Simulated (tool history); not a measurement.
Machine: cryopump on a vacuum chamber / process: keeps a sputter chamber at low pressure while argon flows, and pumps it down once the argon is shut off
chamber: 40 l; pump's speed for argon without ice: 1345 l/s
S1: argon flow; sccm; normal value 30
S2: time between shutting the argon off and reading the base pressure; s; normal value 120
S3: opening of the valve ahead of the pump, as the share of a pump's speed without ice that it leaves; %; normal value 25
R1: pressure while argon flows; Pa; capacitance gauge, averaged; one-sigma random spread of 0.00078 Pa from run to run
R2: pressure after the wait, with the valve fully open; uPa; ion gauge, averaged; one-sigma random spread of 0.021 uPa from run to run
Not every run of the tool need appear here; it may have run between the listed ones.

Run 1, hour 0.0: usual settings. Result: R1 0.1582 Pa, R2 0.78 uPa.
Run 2, hour 20.5: usual settings but S3 23 %. Result: R1 0.1729 Pa, R2 0.87 uPa.
Run 3, hour 62.4: usual settings but S1 16 sccm. Result: R1 0.0851 Pa, R2 0.84 uPa.
Run 4, hour 103.6: usual settings. Result: R1 0.1606 Pa, R2 0.90 uPa.
Run 5, hour 142.5: usual settings. Result: R1 0.1620 Pa, R2 0.87 uPa.
Run 6, hour 183.0: usual settings. Result: R1 0.1640 Pa, R2 0.95 uPa.
Run 7, hour 208.9: usual settings. Result: R1 0.1635 Pa, R2 0.97 uPa.
Run 8, hour 229.1: usual settings. Result: R1 0.1667 Pa, R2 0.99 uPa.
Run 9, hour 266.1: usual settings. Result: R1 0.1654 Pa, R2 0.94 uPa.
At hour 284.1: pump warmed up, emptied and cooled again.
Run 10, hour 314.8: usual settings but S3 17 %. Result: R1 0.2236 Pa, R2 0.77 uPa.
Run 11, hour 346.1: usual settings but S3 17 %. Result: R1 0.2240 Pa, R2 0.80 uPa.
Run 12, hour 380.3: usual settings but S2 63 s. Result: R1 0.1544 Pa, R2 1.00 uPa.
Run 13, hour 399.4: usual settings but S2 63 s. Result: R1 0.1546 Pa, R2 1.02 uPa.
Run 14, hour 437.6: usual settings but S2 63 s. Result: R1 0.1548 Pa, R2 1.06 uPa.
Run 15, hour 457.9: usual settings. Result: R1 0.1551 Pa, R2 0.85 uPa.
Run 16, hour 486.0: usual settings. Result: R1 0.1561 Pa, R2 0.86 uPa.
Run 17, hour 507.1: usual settings. Result: R1 0.1561 Pa, R2 0.90 uPa.
Run 18, hour 529.3: usual settings but S3 17 %. Result: R1 0.2288 Pa, R2 0.92 uPa.
Run 19, hour 568.5: usual settings but S1 12 sccm. Result: R1 0.0634 Pa, R2 0.95 uPa.
Run 20, hour 599.8: usual settings but S1 25 sccm, S2 289 s, S3 58 %. Result: R1 0.0600 Pa, R2 0.85 uPa.
Run 21, hour 618.1: usual settings but S1 49 sccm, S2 193 s, S3 28 %. Result: R1 0.2344 Pa, R2 0.93 uPa.
Run 22, hour 655.2: usual settings but S1 49 sccm, S2 193 s, S3 28 %. Result: R1 0.2360 Pa, R2 0.93 uPa.
Run 23, hour 674.4: usual settings but S1 16 sccm, S2 95 s, S3 35 %. Result: R1 0.0630 Pa, R2 1.08 uPa.
Run 24, hour 697.7: usual settings but S1 16 sccm, S2 155 s, S3 33 %. Result: R1 0.0662 Pa, R2 1.00 uPa.
Run 25, hour 734.6: usual settings but S1 16 sccm, S2 155 s, S3 33 %. Result: R1 0.0672 Pa, R2 0.98 uPa.
Run 26, hour 774.1: usual settings but S2 20 s. Result: R1 0.1641 Pa, R2 2.05 uPa.
Run 27, hour 801.8: usual settings but S1 23 sccm, S2 122 s, S3 37 %. Result: R1 0.0889 Pa, R2 1.06 uPa.
Run 28, hour 832.5: usual settings but S1 23 sccm, S2 122 s, S3 37 %. Result: R1 0.0892 Pa, R2 1.15 uPa.
Run 29, hour 873.8: usual settings but S1 23 sccm, S2 122 s, S3 37 %. Result: R1 0.0905 Pa, R2 1.18 uPa.
At hour 917.7: pump warmed up, emptied and cooled again.
Run 30, hour 919.4: usual settings but S2 82 s. Result: R1 0.1502 Pa, R2 1.01 uPa.
Run 31, hour 938.9: usual settings but S1 36 sccm, S3 40 %. Result: R1 0.1149 Pa, R2 0.95 uPa.
Run 32, hour 958.0: usual settings but S1 13 sccm, S2 62 s, S3 23 %. Result: R1 0.0717 Pa, R2 1.08 uPa.
Run 33, hour 977.8: usual settings but S1 13 sccm, S2 62 s, S3 23 %. Result: R1 0.0718 Pa, R2 1.20 uPa.

Each row is a separate what-if for the run after 33, all from the same tool condition, not one after another. Results?
Run A, hour 1017.7: usual settings but S1 13 sccm, S2 99 s, S3 23 %. Result: R1 ?, R2 ?.
Run B, hour 1017.7: usual settings but S1 55 sccm, S2 39 s. Result: R1 ?, R2 ?.
Run C, hour 1017.7: usual settings but S1 13 sccm, S2 28 s, S3 47 %. Result: R1 ?, R2 ?.

run      R1    R2
  A  0.0719  1.01
  B  0.2807  1.37
  C  0.0363  1.58
What these runs would have given with no unlogged condition in the tool:
run      R1    R2
  A  0.0708  0.45
  B  0.2759  0.83
  C  0.0352  1.03
